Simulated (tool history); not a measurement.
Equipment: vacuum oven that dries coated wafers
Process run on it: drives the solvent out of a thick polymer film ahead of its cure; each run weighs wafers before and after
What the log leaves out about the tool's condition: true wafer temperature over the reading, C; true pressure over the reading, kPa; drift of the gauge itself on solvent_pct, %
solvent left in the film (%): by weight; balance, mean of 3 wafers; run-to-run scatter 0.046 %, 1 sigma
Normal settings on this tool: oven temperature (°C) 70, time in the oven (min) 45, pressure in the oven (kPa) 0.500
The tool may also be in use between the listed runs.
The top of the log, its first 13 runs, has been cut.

run	hour	oven temperature (°C)	time in the oven (min)	pressure in the oven (kPa)	hours of work since the thermocouples were calibrated	hours of work since the vacuum gauge was cleaned of residue	solvent left in the film (%)
14	163.6	57	45	0.500	448	110	5.66
15	178.5	57	45	0.500	458	120	5.58
16	189.7	70	45	0.500	465	127	1.30
17	202.1	70	45	0.500	473	135	1.35
18	217.4	80	23	0.555	483	145	1.16
19	233.0	70	39	0.500	493	155	1.87
20	246.6	70	39	0.500	502	164	1.80
21	262.9	70	39	0.416	512	174	1.73
22	274.5	70	32	1.695	519	181	3.27
23	287.0	64	53	1.482	527	189	3.19
24	296.4	64	53	1.482	533	195	3.21
25	310.8	83	33	0.839	543	205	0.52
26	325.7	73	45	0.500	552	214	0.91
27	343.4	73	45	0.500	563	225	0.88
28	354.3	62	32	0.500	570	232	5.28
29	368.9	68	68	1.026	580	242	1.26
30	376.8	62	45	1.014	585	247	4.23
31	385.5	82	72	1.223	590	252	0.61

5 options for the next run, each taken on its own from the tool as it stands now. Forecast them:
A	401.1	59	25	0.690	600	262	?
B	401.1	57	36	0.500	600	262	?
C	401.1	74	65	0.474	600	262	?
D	401.1	77	25	1.501	600	262	?
E	401.1	70	45	0.956	600	262	?

run	solvent left in the film (%)
A	7.69
B	6.68
C	0.40
D	1.95
E	1.49
Without the tool's unlogged condition, the same runs would have read:
run	solvent left in the film (%)
A	7.67
B	6.65
C	0.39
D	1.93
E	1.48
